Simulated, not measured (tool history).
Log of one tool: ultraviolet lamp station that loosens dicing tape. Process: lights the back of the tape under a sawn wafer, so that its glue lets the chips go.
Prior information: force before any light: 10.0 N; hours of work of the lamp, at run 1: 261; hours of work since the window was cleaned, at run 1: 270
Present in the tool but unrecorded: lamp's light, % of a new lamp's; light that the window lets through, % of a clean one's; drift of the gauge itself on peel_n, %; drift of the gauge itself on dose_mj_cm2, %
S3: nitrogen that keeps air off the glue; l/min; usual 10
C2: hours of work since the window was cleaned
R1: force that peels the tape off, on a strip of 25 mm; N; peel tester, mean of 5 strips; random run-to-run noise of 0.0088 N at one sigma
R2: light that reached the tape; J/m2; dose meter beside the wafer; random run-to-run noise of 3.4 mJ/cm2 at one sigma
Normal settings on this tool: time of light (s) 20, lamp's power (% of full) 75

run 1 hour=0 | time_of_light_(s)=20 lamp's_power_(%_of_full)=75 S3=10 | hours_of_work_of_the_lamp=261 C2=270 | R1=0.543 R2=4230
run 2 hour=13.9 | time_of_light_(s)=20 lamp's_power_(%_of_full)=75 S3=10 | hours_of_work_of_the_lamp=267 C2=277 | R1=0.552 R2=4230
run 3 hour=20.9 | time_of_light_(s)=20 lamp's_power_(%_of_full)=75 S3=5 | hours_of_work_of_the_lamp=271 C2=280 | R1=0.981 R2=4210
run 4 hour=28.4 | time_of_light_(s)=20 lamp's_power_(%_of_full)=75 S3=7 | hours_of_work_of_the_lamp=275 C2=284 | R1=0.764 R2=4220
run 5 hour=39.5 | time_of_light_(s)=20 lamp's_power_(%_of_full)=75 S3=10 | hours_of_work_of_the_lamp=280 C2=289 | R1=0.553 R2=4190
run 6 hour=52 | time_of_light_(s)=20 lamp's_power_(%_of_full)=75 S3=10 | hours_of_work_of_the_lamp=286 C2=295 | R1=0.576 R2=4170
run 7 hour=59.4 | time_of_light_(s)=20 lamp's_power_(%_of_full)=75 S3=10 | hours_of_work_of_the_lamp=290 C2=299 | R1=0.567 R2=4170
run 8 hour=69.1 | time_of_light_(s)=20 lamp's_power_(%_of_full)=75 S3=10 | hours_of_work_of_the_lamp=295 C2=304 | R1=0.561 R2=4140
run 9 hour=77.5 | time_of_light_(s)=20 lamp's_power_(%_of_full)=75 S3=10 | hours_of_work_of_the_lamp=299 C2=308 | R1=0.594 R2=4150
run 10 hour=84.4 | time_of_light_(s)=20 lamp's_power_(%_of_full)=75 S3=10 | hours_of_work_of_the_lamp=302 C2=311 | R1=0.586 R2=4130
run 11 hour=98.3 | time_of_light_(s)=20 lamp's_power_(%_of_full)=75 S3=10 | hours_of_work_of_the_lamp=309 C2=318 | R1=0.583 R2=4030
run 12 hour=110.4 | time_of_light_(s)=20 lamp's_power_(%_of_full)=75 S3=10 | hours_of_work_of_the_lamp=315 C2=324 | R1=0.58 R2=4100
run 13 hour=119.1 | time_of_light_(s)=20 lamp's_power_(%_of_full)=75 S3=10 | hours_of_work_of_the_lamp=319 C2=328 | R1=0.62 R2=4050

Run 14 has not been measured yet. What should we expect?
run 14 hour=133.2 | time_of_light_(s)=20 lamp's_power_(%_of_full)=75 S3=10 | hours_of_work_of_the_lamp=326 C2=335 | R1=? R2=?

R1: 0.614 N
R2: 3990 J/m2
On a tool with no hidden condition, and with the same random variation, this run would have come out at R1 0.366 N, R2 5330 J/m2.

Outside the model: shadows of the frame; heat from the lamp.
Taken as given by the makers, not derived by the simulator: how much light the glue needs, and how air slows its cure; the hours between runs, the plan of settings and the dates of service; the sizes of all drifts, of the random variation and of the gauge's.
